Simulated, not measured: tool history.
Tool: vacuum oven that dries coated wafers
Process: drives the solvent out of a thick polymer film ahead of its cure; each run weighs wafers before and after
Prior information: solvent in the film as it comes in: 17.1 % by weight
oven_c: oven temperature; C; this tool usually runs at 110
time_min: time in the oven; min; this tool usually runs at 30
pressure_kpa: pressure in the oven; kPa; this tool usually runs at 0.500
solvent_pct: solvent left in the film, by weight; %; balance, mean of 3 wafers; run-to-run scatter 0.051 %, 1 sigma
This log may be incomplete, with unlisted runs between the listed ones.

run,hour,oven_c,time_min,pressure_kpa,solvent_pct
1,0.0,110,30,0.500,1.30
2,40.2,110,30,0.500,1.26
3,65.5,110,30,0.500,1.26
4,104.2,110,30,0.500,1.20
5,144.7,110,30,0.500,1.23
6,191.9,110,30,1.450,1.79
7,228.0,110,30,1.227,1.72
8,265.0,110,30,1.227,1.77
9,290.1,110,30,0.384,1.22
10,321.8,110,30,0.384,1.39
11,358.2,110,30,1.901,2.14
12,377.4,110,30,1.901,2.05
13,416.6,110,30,0.500,1.32
# hour 458.5: oven's thermocouples calibrated
14,465.8,110,30,0.500,1.08
15,504.3,110,30,0.500,1.24
16,542.8,110,30,0.881,1.37
17,578.2,99,30,0.500,3.83
18,621.9,110,30,0.500,1.15
19,660.9,110,30,0.500,1.16
20,700.0,110,30,0.500,1.17
21,725.5,110,30,0.500,1.13
22,772.3,110,30,0.500,1.21
23,800.1,110,30,0.500,1.26
24,823.1,113,30,0.421,0.72
25,850.0,112,30,1.510,1.53
26,890.2,96,24,0.577,6.30
27,933.1,103,32,0.577,2.62
28,973.5,103,32,0.577,2.62
29,999.5,110,27,0.252,1.36
30,1042.7,110,17,0.500,2.96
31,1087.9,106,30,0.287,1.95
32,1132.6,110,30,0.786,1.37
33,1172.0,110,19,0.446,2.50
34,1213.2,106,41,0.390,1.26
35,1232.9,124,19,0.271,0.52
36,1269.9,107,19,0.741,3.58
37,1312.4,110,33,1.558,1.84
38,1334.6,99,37,0.500,3.21
39,1370.1,98,41,0.981,3.68
40,1402.3,105,50,1.149,1.76
41,1425.2,107,50,0.500,1.08
42,1452.7,120,30,0.493,0.61
43,1498.0,120,30,0.493,0.53
44,1518.3,120,30,0.493,0.62
45,1563.7,120,30,0.493,0.61

5 ways to go on from here, each from the tool as it stands after run 45. What would each give?
A,1585.9,118,46,0.488,?
B,1585.9,107,25,0.493,?
C,1585.9,120,30,0.372,?
D,1585.9,110,30,0.840,?
E,1585.9,106,40,0.660,?

run,solvent_pct
A,0.60
B,2.50
C,0.57
D,1.64
E,1.60
With the hidden condition removed and each run's random variation left untouched, the same runs would have given:
run,solvent_pct
A,0.22
B,1.92
C,0.21
D,1.11
E,0.99

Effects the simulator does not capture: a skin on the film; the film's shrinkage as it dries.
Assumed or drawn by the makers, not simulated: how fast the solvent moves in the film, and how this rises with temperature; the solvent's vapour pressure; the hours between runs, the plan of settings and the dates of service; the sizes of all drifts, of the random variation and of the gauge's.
